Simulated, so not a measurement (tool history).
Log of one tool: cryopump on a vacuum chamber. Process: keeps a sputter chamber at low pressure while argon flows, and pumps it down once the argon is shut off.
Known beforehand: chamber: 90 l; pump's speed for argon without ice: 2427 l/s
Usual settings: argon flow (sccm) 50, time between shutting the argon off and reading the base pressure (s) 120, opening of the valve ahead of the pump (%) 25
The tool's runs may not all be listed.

run   hour  argon flow (sccm)  time between shutting the argon off and reading the base pressure (s)  opening of the valve ahead of the pump (%)  pressure while argon flows (Pa)  pressure after the wait (uPa)
  1      0                 50                                                                    120                                          25                           0.1456                           0.98
  2   10.4                 50                                                                    120                                          25                           0.1456                           1.01
  3   23.4                 50                                                                    120                                          40                           0.0942                           0.96
  4   35.2                 50                                                                    120                                          25                           0.1466                           0.96
  5   50.8                 50                                                                    120                                          25                           0.1471                           0.99
  6   74.2                 50                                                                    120                                          25                           0.1485                           1.02
  7   84.1                 50                                                                    120                                          25                           0.1476                           1.01
  8   95.8                 50                                                                    120                                          25                           0.1471                           0.98
  9  113.1                 50                                                                    120                                          25                           0.1479                           1.08
 10  129.1                 50                                                                    120                                          25                           0.1466                           1.08
 11  151.3                 29                                                                    120                                          25                           0.0866                            1.1
 12    171                 29                                                                    120                                          25                           0.0858                           1.06
 13  192.1                 29                                                                    120                                          34                           0.0648                           1.16
 14  204.4                 29                                                                    120                                          34                           0.0663                           1.09
 15  223.9                 78                                                                    120                                          25                            0.232                            1.1
 16  234.3                 78                                                                    120                                          25                           0.2318                           1.13
 17  245.7                 78                                                                    120                                          25                           0.2328                           1.13
 18  257.8                 78                                                                    120                                          25                           0.2335                           1.11
 19  280.5                 20                                                                     38                                          25                           0.0599                           1.43
 20  290.1                 20                                                                     38                                          25                             0.06                           1.44
 21  301.6                 50                                                                    120                                          35                           0.1098                            1.2
 22  314.1                 31                                                                     40                                          15                            0.151                           1.43
 23    327                 35                                                                    283                                          30                            0.088                           1.15
 24  336.5                 60                                                                    178                                          59                           0.0839                           1.15
 25  352.8                 21                                                                     72                                          41                           0.0396                           1.33
 26  362.4                 21                                                                     72                                          41                           0.0405                           1.32
 27  379.8                 21                                                                     72                                          41                           0.0406                           1.32
 28  401.7                 49                                                                     29                                          26                            0.143                           1.58
 29  421.1                 61                                                                     52                                          37                           0.1293                           1.43
 30  433.5                 61                                                                     52                                          37                           0.1287                           1.44
 31  446.1                 25                                                                     52                                          37                           0.0528                            1.4
 32  464.4                 26                                                                    120                                          18                           0.1074                           1.34
 33  478.9                 36                                                                     88                                          47                           0.0618                           1.41
 34  497.4                 36                                                                    148                                          47                            0.062                           1.35
 35  516.1                 20                                                                    201                                          23                           0.0654                           1.33

Had the tool no unlogged condition, and each run kept its random variation, what would the results have been?
The hidden state here: pump's speed, % of a pump's without ice; cold plate's temperature, K; leak into the chamber, uPa l/s; drift of the gauge itself on working_pa, %; drift of the gauge itself on base_upa, %.
run  pressure while argon flows (Pa)  pressure after the wait (uPa)
  1                           0.1388                           0.26
  2                           0.1386                           0.27
  3                           0.0871                           0.25
  4                           0.1394                           0.23
  5                           0.1397                           0.24
  6                           0.1408                           0.26
  7                           0.1398                           0.24
  8                           0.1392                           0.21
  9                           0.1398                           0.27
 10                           0.1384                           0.28
 11                           0.0816                           0.28
 12                           0.0808                           0.23
 13                           0.0596                            0.3
 14                            0.061                           0.25
 15                           0.2174                           0.23
 16                           0.2171                           0.25
 17                           0.2178                           0.23
 18                           0.2182                           0.22
 19                           0.0559                            0.5
 20                           0.0559                           0.52
 21                           0.0994                           0.26
 22                           0.1445                           0.49
 23                           0.0806                           0.18
 24                           0.0709                           0.18
 25                            0.035                           0.33
 26                           0.0358                           0.33
 27                           0.0359                           0.31
 28                           0.1316                           0.58
 29                           0.1148                           0.38
 30                            0.114                           0.41
 31                           0.0467                           0.37
 32                            0.101                           0.28
 33                           0.0527                            0.3
 34                           0.0527                           0.24
 35                           0.0602                            0.2

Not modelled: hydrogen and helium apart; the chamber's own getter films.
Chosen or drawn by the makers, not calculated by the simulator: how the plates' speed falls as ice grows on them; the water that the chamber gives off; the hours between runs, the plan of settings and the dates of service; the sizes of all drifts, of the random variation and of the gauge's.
